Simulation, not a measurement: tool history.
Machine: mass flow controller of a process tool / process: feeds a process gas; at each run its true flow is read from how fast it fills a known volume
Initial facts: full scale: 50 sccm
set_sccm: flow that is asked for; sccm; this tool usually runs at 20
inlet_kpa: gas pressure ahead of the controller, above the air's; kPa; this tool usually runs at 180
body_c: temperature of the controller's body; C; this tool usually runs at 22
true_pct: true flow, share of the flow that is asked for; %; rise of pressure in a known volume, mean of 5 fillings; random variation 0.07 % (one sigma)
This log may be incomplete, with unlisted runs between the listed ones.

| run | day | set_sccm | inlet_kpa | body_c | true_pct |
|---|---|---|---|---|---|
| 1 | 0.000 | 20 | 180 | 22 | 98.20 |
| 2 | 3.354 | 20 | 180 | 22 | 98.18 |
| 3 | 7.208 | 20 | 180 | 22 | 98.28 |
| 4 | 10.542 | 20 | 180 | 22 | 98.15 |
| 5 | 12.788 | 20 | 180 | 22 | 98.25 |
| 6 | 16.850 | 20 | 180 | 22 | 98.05 |
| 7 | 19.825 | 20 | 180 | 22 | 98.09 |
| 8 | 22.938 | 20 | 180 | 22 | 98.04 |
| 9 | 25.412 | 20 | 180 | 22 | 98.05 |
| 10 | 28.462 | 6 | 180 | 22 | 96.39 |
| 11 | 32.379 | 6 | 180 | 22 | 96.50 |
| 12 | 34.612 | 6 | 180 | 22 | 96.31 |
| 13 | 37.883 | 6 | 180 | 22 | 96.17 |
| 14 | 41.779 | 8 | 180 | 22 | 96.85 |
| 15 | 45.921 | 13 | 180 | 22 | 97.44 |
| 16 | 50.104 | 13 | 180 | 22 | 97.34 |
| 17 | 52.700 | 13 | 180 | 22 | 97.25 |
| 18 | 55.312 | 20 | 180 | 22 | 98.05 |
| 19 | 60.200 | 20 | 180 | 22 | 98.02 |
| 20 | 62.712 | 20 | 229 | 22 | 98.06 |
| 21 | 65.108 | 20 | 229 | 22 | 98.03 |
| 22 | 68.350 | 20 | 229 | 22 | 98.11 |
| 23 | 71.450 | 20 | 229 | 22 | 97.99 |
| 24 | 75.288 | 20 | 180 | 22 | 97.90 |
| 25 | 78.600 | 20 | 180 | 22 | 97.87 |
| 26 | 80.792 | 20 | 180 | 22 | 97.92 |
| 27 | 85.454 | 20 | 180 | 22 | 97.84 |
| 28 | 89.388 | 27 | 180 | 22 | 98.34 |
| 29 | 93.521 | 27 | 180 | 22 | 98.35 |
| 30 | 98.479 | 9 | 180 | 22 | 95.60 |
| 31 | 101.671 | 26 | 155 | 30 | 96.88 |
| 32 | 105.621 | 7 | 182 | 34 | 93.48 |
| 33 | 108.021 | 7 | 182 | 34 | 93.41 |
| 34 | 112.342 | 41 | 182 | 22 | 99.14 |
| 35 | 115.717 | 16 | 180 | 21 | 96.94 |
| 36 | 119.888 | 16 | 180 | 21 | 97.91 |
| 37 | 123.671 | 16 | 194 | 21 | 98.11 |
| 38 | 127.392 | 11 | 158 | 22 | 97.41 |
| 39 | 132.012 | 16 | 250 | 21 | 98.19 |
| 40 | 135.746 | 16 | 250 | 21 | 98.21 |
| 41 | 140.262 | 6 | 259 | 22 | 97.14 |
| 42 | 143.092 | 6 | 259 | 22 | 97.19 |
| 43 | 147.154 | 40 | 144 | 33 | 98.00 |
| 44 | 150.954 | 7 | 266 | 22 | 97.29 |
| 45 | 154.688 | 8 | 172 | 22 | 97.02 |
| 46 | 157.417 | 29 | 233 | 38 | 96.80 |
| 47 | 161.575 | 29 | 233 | 38 | 96.82 |
| 48 | 164.262 | 6 | 180 | 39 | 94.75 |

Taken out of this log: 2 entries between the listed runs. Where each belongs, and how the hidden state differs across it:
Logged between run 29 and run 30: controller's zero set anew (day 93.992)
  flow at rest that the sensor doesn't see, % of full scale: -0.211 -> -0.357; true flow over the shown one, %: -0.18 -> -0.19
  measured result minus the result with no hidden state, true_pct: -0.58 -> -2.17 %
Logged between run 35 and run 36: controller's zero set anew, once more (day 119.888)
  flow at rest that the sensor doesn't see, % of full scale: -0.378 -> -0.017; true flow over the shown one, %: -0.22 -> -0.23
  measured result minus the result with no hidden state, true_pct: -1.40 -> -0.29 %

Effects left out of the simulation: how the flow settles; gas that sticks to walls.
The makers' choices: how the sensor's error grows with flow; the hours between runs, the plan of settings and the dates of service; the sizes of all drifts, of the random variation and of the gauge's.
